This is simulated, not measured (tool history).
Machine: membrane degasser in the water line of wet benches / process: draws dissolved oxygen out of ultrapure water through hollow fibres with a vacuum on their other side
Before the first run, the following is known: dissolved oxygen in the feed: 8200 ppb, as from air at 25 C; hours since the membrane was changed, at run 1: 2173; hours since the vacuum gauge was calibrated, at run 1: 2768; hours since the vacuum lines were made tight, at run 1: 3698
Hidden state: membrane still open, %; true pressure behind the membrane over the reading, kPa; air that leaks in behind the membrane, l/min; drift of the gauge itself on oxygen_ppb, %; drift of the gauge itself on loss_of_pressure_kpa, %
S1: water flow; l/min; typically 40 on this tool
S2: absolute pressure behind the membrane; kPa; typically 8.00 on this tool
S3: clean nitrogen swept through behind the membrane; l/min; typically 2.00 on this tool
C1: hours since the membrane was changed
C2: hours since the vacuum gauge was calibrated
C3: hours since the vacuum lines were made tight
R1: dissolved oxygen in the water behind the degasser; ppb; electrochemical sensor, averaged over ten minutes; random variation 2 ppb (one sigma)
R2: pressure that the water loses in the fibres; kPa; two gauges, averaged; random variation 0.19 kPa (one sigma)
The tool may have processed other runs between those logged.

| run | hour | S1 | S2 | S3 | C1 | C2 | C3 | R1 | R2 |
|---|---|---|---|---|---|---|---|---|---|
| 1 | 0.0 | 40 | 8.00 | 2.00 | 2173 | 2768 | 3698 | 225.2 | 39.29 |
| 2 | 197.6 | 40 | 8.00 | 2.00 | 2371 | 2966 | 3895 | 226.0 | 39.02 |
| 3 | 354.3 | 40 | 8.00 | 2.00 | 2527 | 3123 | 4052 | 227.2 | 39.34 |
| 4 | 508.3 | 40 | 8.00 | 0.86 | 2681 | 3277 | 4206 | 431.9 | 39.33 |
| 5 | 606.4 | 40 | 8.00 | 0.86 | 2779 | 3375 | 4304 | 424.5 | 39.47 |
| 6 | 809.4 | 40 | 8.00 | 1.87 | 2982 | 3578 | 4507 | 234.4 | 38.94 |
| 7 | 913.5 | 40 | 8.00 | 2.93 | 3087 | 3682 | 4611 | 165.7 | 39.54 |
| 8 | 1135.8 | 40 | 8.44 | 2.00 | 3309 | 3904 | 4833 | 243.3 | 39.44 |
| 9 | 1353.0 | 40 | 8.00 | 2.00 | 3526 | 4121 | 5050 | 225.2 | 39.76 |
| 10 | 1515.8 | 40 | 8.00 | 0.91 | 3689 | 4284 | 5213 | 418.6 | 39.74 |
| 11 | 1654.1 | 40 | 8.00 | 0.91 | 3827 | 4422 | 5352 | 416.6 | 39.25 |
| 12 | 1774.7 | 40 | 8.00 | 0.91 | 3948 | 4543 | 5472 | 418.2 | 39.63 |
|  | 1878.3 | vacuum gauge calibrated |
| 13 | 1957.7 | 40 | 8.00 | 0.91 | 4130 | 79 | 5655 | 408.9 | 39.79 |
| 14 | 2189.1 | 40 | 8.00 | 2.00 | 4362 | 311 | 5886 | 221.5 | 39.50 |
| 15 | 2414.5 | 40 | 8.00 | 2.00 | 4587 | 536 | 6112 | 225.2 | 40.22 |
| 16 | 2541.5 | 40 | 8.00 | 2.00 | 4714 | 663 | 6238 | 227.7 | 39.56 |
| 17 | 2653.2 | 40 | 8.00 | 2.00 | 4826 | 775 | 6350 | 228.0 | 39.95 |
| 18 | 2878.0 | 40 | 4.83 | 2.00 | 5051 | 1000 | 6575 | 89.8 | 39.62 |
| 19 | 3083.5 | 40 | 15.42 | 2.72 | 5256 | 1205 | 6780 | 410.8 | 40.09 |
| 20 | 3308.0 | 26 | 14.11 | 5.25 | 5481 | 1430 | 7005 | 132.4 | 26.03 |
| 21 | 3501.8 | 31 | 14.11 | 4.52 | 5674 | 1624 | 7199 | 182.6 | 30.91 |
| 22 | 3615.5 | 63 | 8.00 | 3.78 | 5788 | 1737 | 7313 | 258.5 | 62.62 |
|  | 3631.7 | seals of the vacuum lines changed |
| 23 | 3761.5 | 63 | 8.00 | 3.78 | 5932 | 1881 | 130 | 260.5 | 63.24 |
| 24 | 3911.0 | 40 | 5.45 | 1.61 | 6082 | 2031 | 279 | 138.8 | 40.07 |
| 25 | 4142.0 | 40 | 10.29 | 2.00 | 6313 | 2262 | 510 | 328.0 | 40.22 |
| 26 | 4287.6 | 39 | 19.57 | 4.11 | 6458 | 2407 | 656 | 360.9 | 39.24 |
| 27 | 4382.7 | 53 | 8.00 | 1.84 | 6553 | 2502 | 751 | 332.6 | 52.94 |
| 28 | 4511.4 | 51 | 9.21 | 1.12 | 6682 | 2631 | 880 | 548.5 | 51.66 |
| 29 | 4712.7 | 26 | 8.00 | 2.36 | 6883 | 2832 | 1081 | 127.9 | 26.38 |
| 30 | 4851.7 | 26 | 8.00 | 2.36 | 7022 | 2971 | 1220 | 129.1 | 26.02 |
| 31 | 4951.1 | 30 | 17.59 | 0.81 | 7122 | 3071 | 1319 | 994.9 | 30.40 |
| 32 | 5056.7 | 30 | 10.43 | 1.20 | 7227 | 3176 | 1425 | 381.5 | 30.43 |

How would selected steps in R1 from run to run divide? Give the signed amount a tool lacking its hidden state would still show from settings, what came in and random variation, and the signed amount left for the hidden state, including any gauge scatter that is not in both of the compared results.
Run 21 -> 22: S1 31 -> 63, S2 14.11 -> 8.00, S3 4.52 -> 3.78. R1 +75.9 ppb: hidden state +11.4, all else +64.5.
Run 26 -> 27: S1 39 -> 53, S2 19.57 -> 8.00, S3 4.11 -> 1.84. R1 -28.3 ppb: hidden state +8.9, all else -37.2.
Run 28 -> 29: S1 51 -> 26, S2 9.21 -> 8.00, S3 1.12 -> 2.36. R1 -420.6 ppb: hidden state -11.8, all else -408.8.
Run 30 -> 31: S1 26 -> 30, S2 8.00 -> 17.59, S3 2.36 -> 0.81. R1 +865.8 ppb: hidden state +4.8, all else +861.0.
Run 31 -> 32: S2 17.59 -> 10.43, S3 0.81 -> 1.20. R1 -613.4 ppb: hidden state -1.3, all else -612.1.

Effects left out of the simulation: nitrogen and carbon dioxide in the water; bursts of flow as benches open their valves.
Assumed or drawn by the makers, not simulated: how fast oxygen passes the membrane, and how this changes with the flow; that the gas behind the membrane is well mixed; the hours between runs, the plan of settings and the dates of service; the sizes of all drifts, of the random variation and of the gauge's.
